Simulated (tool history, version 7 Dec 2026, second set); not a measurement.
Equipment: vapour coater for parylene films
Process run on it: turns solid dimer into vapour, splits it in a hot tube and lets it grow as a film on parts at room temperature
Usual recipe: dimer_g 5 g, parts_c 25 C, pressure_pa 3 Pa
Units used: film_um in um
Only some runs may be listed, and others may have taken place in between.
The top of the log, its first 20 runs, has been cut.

Run 21, day 22.458: usual settings but dimer_g 6 g, parts_c 21 C, pressure_pa 4.64 Pa. Result: film_um 2.267 um.
Run 22, day 23.554: usual settings but dimer_g 4 g, parts_c 26 C, pressure_pa 3.4 Pa. Result: film_um 1.375 um.
Run 23, day 24.25: usual settings but dimer_g 4 g, parts_c 26 C, pressure_pa 3.4 Pa. Result: film_um 1.376 um.
Run 24, day 24.946: usual settings but dimer_g 4 g, parts_c 20 C, pressure_pa 5.25 Pa. Result: film_um 1.512 um.
Run 25, day 25.867: usual settings but dimer_g 4 g, parts_c 20 C, pressure_pa 5.25 Pa. Result: film_um 1.506 um.
Run 26, day 26.621: usual settings but dimer_g 4 g, parts_c 21 C, pressure_pa 6.09 Pa. Result: film_um 1.419 um.
Run 27, day 27.738: usual settings but dimer_g 4 g, parts_c 21 C, pressure_pa 6.09 Pa. Result: film_um 1.42 um.
Run 28, day 28.971: usual settings but dimer_g 4 g, parts_c 23 C, pressure_pa 10.15 Pa. Result: film_um 1.204 um.
Run 29, day 30.421: usual settings but dimer_g 3 g, parts_c 26 C, pressure_pa 5.42 Pa. Result: film_um 0.946 um.
Run 30, day 31.938: usual settings but dimer_g 3 g, parts_c 26 C, pressure_pa 5.42 Pa. Result: film_um 0.937 um.
At day 32.983: trap's valve overhauled.
Run 31, day 33.092: usual settings but dimer_g 2 g, parts_c 23 C, pressure_pa 7.2 Pa. Result: film_um 0.67 um.
Run 32, day 34.004: usual settings but dimer_g 2 g, parts_c 23 C, pressure_pa 7.2 Pa. Result: film_um 0.681 um.
Run 33, day 35.083: usual settings but dimer_g 2 g, parts_c 23 C, pressure_pa 7.2 Pa. Result: film_um 0.68 um.
Run 34, day 36.042: usual settings but dimer_g 2 g, parts_c 23 C, pressure_pa 7.99 Pa. Result: film_um 0.666 um.
Run 35, day 37.421: usual settings but dimer_g 2 g, parts_c 26 C, pressure_pa 9.27 Pa. Result: film_um 0.586 um.
Run 36, day 38.346: usual settings but parts_c 28 C, pressure_pa 5.41 Pa. Result: film_um 1.531 um.
Run 37, day 39.583: usual settings but parts_c 35 C. Result: film_um 1.406 um.
Run 38, day 40.538: usual settings but dimer_g 2 g, parts_c 35 C, pressure_pa 11.36 Pa. Result: film_um 0.426 um.
Run 39, day 41.192: usual settings but dimer_g 2 g, parts_c 35 C, pressure_pa 3.78 Pa. Result: film_um 0.534 um.

3 options for the next run, each taken on its own from the tool as it stands now. Forecast them:
Run A, day 42.033: usual settings but dimer_g 3 g. Result: film_um ?.
Run B, day 42.033: usual settings but parts_c 37 C, pressure_pa 5.92 Pa. Result: film_um ?.
Run C, day 42.033: usual settings but dimer_g 4 g, parts_c 28 C, pressure_pa 2.16 Pa. Result: film_um ?.

run  film_um
  A    1.116
  B    1.146
  C    1.454
What these runs would have given with no unlogged condition in the tool:
run  film_um
  A     1.12
  B     1.15
  C    1.459
